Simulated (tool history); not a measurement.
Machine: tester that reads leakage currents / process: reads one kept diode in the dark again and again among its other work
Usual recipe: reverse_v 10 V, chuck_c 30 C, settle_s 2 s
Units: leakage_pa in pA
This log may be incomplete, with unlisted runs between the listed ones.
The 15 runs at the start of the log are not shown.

run,hour,reverse_v,chuck_c,settle_s,leakage_pa
16,766.9,10,30,2.61,125.71
17,802.3,10,30,2,126.02
18,854.7,10,30,2,127.15
19,919.1,10,30,2,127.31
20,976.6,10,30,2,127.72
21,1020.2,11.1,40,1.06,271.87
22,1065.2,11.1,40,1.06,273.95
23,1111.8,5.9,30,2,108.31
# hour 1135.6: chuck's temperature calibrated, once more
24,1157.6,14.6,30,2,129.69
25,1210.7,1,32,2,61.68
26,1266.8,10.6,45,0.91,339.53
27,1309.6,1.6,29,3.56,57.91
28,1367.8,1.6,29,3.56,58.09
29,1434.5,4.4,28,2.14,75.84
30,1493.6,4.4,35,3.5,127.87
31,1545.1,5.1,27,0.79,75.91
32,1601.8,5.1,24,0.88,61.06
33,1633.4,15.8,41,4.97,300.84
34,1668,12.3,43,2.64,316.63
35,1732.4,12.3,42,0.59,302.52
36,1805.3,12.3,42,0.59,304.28
37,1853.9,10,30,0.35,127.69
38,1893.7,10,30,5.17,119.78
39,1939,10.3,21,2.24,62.27

Alternative continuations, all from the tool just after run 39; predict every row:
A,1985,10.3,58,2.24,?
B,1985,3.9,39,9.65,?
C,1985,3.6,30,0.39,?

run,leakage_pa
A,814.78
B,168.48
C,88.31
With the hidden condition removed and each run's random variation left untouched, the same runs would have given:
run,leakage_pa
A,764.57
B,156.84
C,81.95
